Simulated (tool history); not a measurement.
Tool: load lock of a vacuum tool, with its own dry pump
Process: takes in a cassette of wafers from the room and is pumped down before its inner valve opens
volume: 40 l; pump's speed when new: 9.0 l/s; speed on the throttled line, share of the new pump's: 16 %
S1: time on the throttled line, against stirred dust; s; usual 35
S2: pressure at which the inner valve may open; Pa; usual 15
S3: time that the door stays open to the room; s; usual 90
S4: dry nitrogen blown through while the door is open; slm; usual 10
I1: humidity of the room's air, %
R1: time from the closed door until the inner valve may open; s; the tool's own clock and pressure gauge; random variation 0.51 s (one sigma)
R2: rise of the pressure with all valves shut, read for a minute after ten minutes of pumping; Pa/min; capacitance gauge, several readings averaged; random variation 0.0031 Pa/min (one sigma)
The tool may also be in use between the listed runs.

run	hour	S1	S2	S3	S4	I1	R1	R2
1	0	35	15	90	10	45.2	74.6	0.347
2	312.4	35	15	90	10	44.3	74.1	0.357
3	657.6	35	15	90	10	45.4	75.1	0.385
4	925.7	35	15	91	10	42.4	74.3	0.406
5	1191	35	15	91	10	44.3	74.2	0.406
6	1414.9	35	15	91	10	43.1	75.5	0.416
7	1625.5	59	15	91	10	44.7	94.8	0.438
8	1890.6	30	15	91	10	46.5	71.3	0.45
9	2059.1	29	15	90	10	45.2	69.9	0.463
10	2225.6	41	15	90	10	44.6	79.9	0.476
11	2554.4	67	17	103	8	42.9	100.6	0.505
# hour 2603.4: door's seal changed, seat wiped
12	2957.9	35	23	130	4	45.4	72.5	0.078
13	3210.5	28	23	41	30	39.2	67.9	0.028
14	3597.8	48	21	51	10	44.2	84.2	0.055
15	3956.8	27	21	40	9	46.8	67.3	0.062
16	4143.9	23	11	233	6	47	67.1	0.114

3 ways to go on from here, each from the tool as it stands after run 16. What would each give?
A	4343.1	61	25	112	10	45.7	?	?
B	4343.1	56	15	90	26	40.6	?	?
C	4343.1	48	14	233	17	45	?	?

run	R1	R2
A	95.1	0.093
B	93.2	0.066
C	87.2	0.096
Without the tool's hidden state the same runs would have given:
run	R1	R2
A	88.9	0.067
B	86.3	0.039
C	79.9	0.069
